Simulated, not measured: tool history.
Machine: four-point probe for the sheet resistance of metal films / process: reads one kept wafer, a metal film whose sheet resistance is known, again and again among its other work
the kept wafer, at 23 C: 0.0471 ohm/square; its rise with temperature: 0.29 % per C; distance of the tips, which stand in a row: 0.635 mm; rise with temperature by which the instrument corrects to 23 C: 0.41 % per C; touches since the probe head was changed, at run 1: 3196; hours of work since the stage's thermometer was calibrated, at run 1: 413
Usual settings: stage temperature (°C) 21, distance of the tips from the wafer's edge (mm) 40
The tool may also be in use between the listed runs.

run,hour,stage temperature (°C),distance of the tips from the wafer's edge (mm),touches since the probe head was changed,hours of work since the stage's thermometer was calibrated,sheet resistance as the instrument gives it (ohm/square)
1,0.0,21,40,3196,413,0.047018
2,14.1,21,40,3339,420,0.046987
3,45.7,21,40,3659,436,0.046995
4,58.6,21,40,3790,443,0.046994
5,75.0,21,40,3957,451,0.046980
6,92.7,21,40,4136,460,0.047006
7,115.3,21,40,4365,471,0.046986
8,142.9,21,40,4645,484,0.047001
9,155.9,21,34,4776,491,0.047008
10,174.6,21,40,4967,500,0.047005
11,189.0,21,4,5112,507,0.047607
12,212.9,21,4,5355,519,0.047615
13,236.2,20,40,5591,531,0.047046
14,264.7,20,40,5880,545,0.047057
15,288.1,20,40,6117,557,0.047046
16,315.5,31,54,6395,570,0.046415
17,337.4,28,3,6617,581,0.047675
18,357.8,28,3,6824,591,0.047678
19,373.9,26,8,6987,599,0.046858
20,389.4,26,8,7144,607,0.046853
21,420.8,26,21,7463,623,0.046729
22,451.5,26,21,7774,638,0.046723
23,465.1,25,11,7912,645,0.046831
24,484.8,18,14,8112,655,0.047201
25,512.9,24,30,8396,669,0.046815
26,543.4,22,8,8706,684,0.047077
27,565.4,31,28,8929,695,0.046420

Subtracting, for every run, the result it would have given without the tool's unlogged condition from the measured result gives the following. The same run-to-run variation enters both numbers; the gauge's scatter may not:
The tool's hidden condition here consists of: inner tips' distance over the nominal, %; tips' flats over new ones', %; wafer's true temperature over the reading, C; drift of the gauge itself on sheet_ohm, %.
run,sheet resistance as the instrument gives it (ohm/square)
1,-0.000227
2,-0.000228
3,-0.000228
4,-0.000228
5,-0.000229
6,-0.000229
7,-0.000230
8,-0.000230
9,-0.000231
10,-0.000231
11,-0.000235
12,-0.000235
13,-0.000233
14,-0.000234
15,-0.000234
16,-0.000231
17,-0.000237
18,-0.000237
19,-0.000234
20,-0.000234
21,-0.000235
22,-0.000235
23,-0.000236
24,-0.000239
25,-0.000237
26,-0.000239
27,-0.000236

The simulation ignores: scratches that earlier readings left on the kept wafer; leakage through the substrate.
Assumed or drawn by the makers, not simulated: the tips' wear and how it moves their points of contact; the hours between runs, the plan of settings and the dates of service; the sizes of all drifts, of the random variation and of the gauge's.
